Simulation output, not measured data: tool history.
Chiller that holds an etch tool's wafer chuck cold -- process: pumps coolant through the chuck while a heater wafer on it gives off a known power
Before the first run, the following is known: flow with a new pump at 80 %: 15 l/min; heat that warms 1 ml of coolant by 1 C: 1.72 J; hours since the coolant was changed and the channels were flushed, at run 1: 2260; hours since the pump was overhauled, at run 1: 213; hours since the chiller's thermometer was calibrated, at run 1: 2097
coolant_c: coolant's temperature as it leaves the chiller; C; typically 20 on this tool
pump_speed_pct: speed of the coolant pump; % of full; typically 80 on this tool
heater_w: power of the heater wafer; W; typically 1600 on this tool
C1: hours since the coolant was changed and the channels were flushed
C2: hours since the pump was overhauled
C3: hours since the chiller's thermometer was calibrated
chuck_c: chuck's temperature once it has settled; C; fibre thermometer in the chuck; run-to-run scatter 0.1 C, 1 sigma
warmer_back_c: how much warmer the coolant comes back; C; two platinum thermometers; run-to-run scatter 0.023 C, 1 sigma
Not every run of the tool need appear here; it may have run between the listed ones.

Run 1, day 0: usual settings; C1 2260; C2 213; C3 2097. Result: chuck_c 35.7 C, warmer_back_c 3.78 C.
Run 2, day 1.317: usual settings; C1 2292; C2 245; C3 2129. Result: chuck_c 35.8 C, warmer_back_c 3.73 C.
Run 3, day 3.388: usual settings; C1 2341; C2 294; C3 2178. Result: chuck_c 36 C, warmer_back_c 3.71 C.
Run 4, day 5.304: usual settings; C1 2387; C2 341; C3 2224. Result: chuck_c 35.7 C, warmer_back_c 3.72 C.
Run 5, day 7.167: usual settings; C1 2432; C2 385; C3 2269. Result: chuck_c 35.8 C, warmer_back_c 3.66 C.
Run 6, day 8.612: usual settings; C1 2467; C2 420; C3 2304. Result: chuck_c 35.6 C, warmer_back_c 3.68 C.
Run 7, day 10.9: usual settings but coolant_c 28 C; C1 2522; C2 475; C3 2359. Result: chuck_c 43.8 C, warmer_back_c 3.63 C.
Run 8, day 12.542: usual settings but heater_w 2055 W; C1 2561; C2 514; C3 2398. Result: chuck_c 40.2 C, warmer_back_c 4.67 C.
Run 9, day 14.158: usual settings but heater_w 2055 W; C1 2600; C2 553; C3 2437. Result: chuck_c 40.2 C, warmer_back_c 4.72 C.
Run 10, day 16.162: usual settings; C1 2648; C2 601; C3 2485. Result: chuck_c 35.7 C, warmer_back_c 3.61 C.
Run 11, day 17.546: usual settings but coolant_c 12 C; C1 2681; C2 634; C3 2518. Result: chuck_c 27.8 C, warmer_back_c 3.57 C.
Run 12, day 19.362: usual settings but coolant_c 12 C; C1 2725; C2 678; C3 2562. Result: chuck_c 27.7 C, warmer_back_c 3.58 C.
Run 13, day 21.242: usual settings but coolant_c 12 C; C1 2770; C2 723; C3 2607. Result: chuck_c 27.9 C, warmer_back_c 3.57 C.
Run 14, day 22.388: usual settings but coolant_c 12 C; C1 2797; C2 751; C3 2634. Result: chuck_c 27.7 C, warmer_back_c 3.59 C.
Run 15, day 24.267: usual settings but coolant_c 12 C; C1 2842; C2 796; C3 2680. Result: chuck_c 27.8 C, warmer_back_c 3.59 C.
Run 16, day 25.738: usual settings but coolant_c 16 C, pump_speed_pct 91 % of full; C1 2878; C2 831; C3 2715. Result: chuck_c 30.4 C, warmer_back_c 3.1 C.
Run 17, day 28.104: usual settings but coolant_c 16 C, pump_speed_pct 91 % of full; C1 2935; C2 888; C3 2772. Result: chuck_c 30.4 C, warmer_back_c 3.07 C.
Run 18, day 30.008: usual settings but heater_w 1216 W; C1 2980; C2 933; C3 2817. Result: chuck_c 32 C, warmer_back_c 2.62 C.
Run 19, day 32.079: usual settings but heater_w 1216 W; C1 3030; C2 983; C3 2867. Result: chuck_c 31.9 C, warmer_back_c 2.58 C.
Run 20, day 34.446: usual settings but coolant_c 15 C, pump_speed_pct 74 % of full, heater_w 1687 W; C1 3087; C2 1040; C3 2924. Result: chuck_c 32.6 C, warmer_back_c 4.04 C.
Run 21, day 35.6: usual settings but coolant_c 15 C, pump_speed_pct 74 % of full, heater_w 1687 W; C1 3114; C2 1068; C3 2952. Result: chuck_c 32.6 C, warmer_back_c 4.01 C.
Run 22, day 36.933: usual settings but coolant_c 15 C, pump_speed_pct 92 % of full, heater_w 1029 W; C1 3146; C2 1100; C3 2984. Result: chuck_c 24.3 C, warmer_back_c 1.86 C.
Run 23, day 38.612: usual settings but coolant_c 15 C, pump_speed_pct 92 % of full, heater_w 1029 W; C1 3187; C2 1140; C3 3024. Result: chuck_c 24.3 C, warmer_back_c 1.81 C.
Run 24, day 40.871: usual settings but coolant_c 24 C, pump_speed_pct 72 % of full, heater_w 1897 W; C1 3241; C2 1194; C3 3078. Result: chuck_c 44.5 C, warmer_back_c 4.66 C.

What if the next run were any one of these 4? Each begins from the tool's condition after run 24:
Run A, day 43.208: usual settings but coolant_c 10 C, pump_speed_pct 72 % of full, heater_w 1230 W; C1 3297; C2 1250; C3 3134. Result: chuck_c ?, warmer_back_c ?.
Run B, day 43.208: usual settings but coolant_c 24 C, pump_speed_pct 72 % of full, heater_w 1969 W; C1 3297; C2 1250; C3 3134. Result: chuck_c ?, warmer_back_c ?.
Run C, day 43.208: usual settings but coolant_c 28 C, pump_speed_pct 62 % of full, heater_w 2378 W; C1 3297; C2 1250; C3 3134. Result: chuck_c ?, warmer_back_c ?.
Run D, day 43.208: usual settings but pump_speed_pct 65 % of full; C1 3297; C2 1250; C3 3134. Result: chuck_c ?, warmer_back_c ?.

run  chuck_c  warmer_back_c
  A     23.1           2.87
  B       45           4.79
  C     56.2            6.8
  D     38.3           4.28
With no hidden state in the tool, these same runs would have given:
run  chuck_c  warmer_back_c
  A     23.1           3.17
  B       45           5.09
  C     56.1            7.1
  D     38.3           4.58
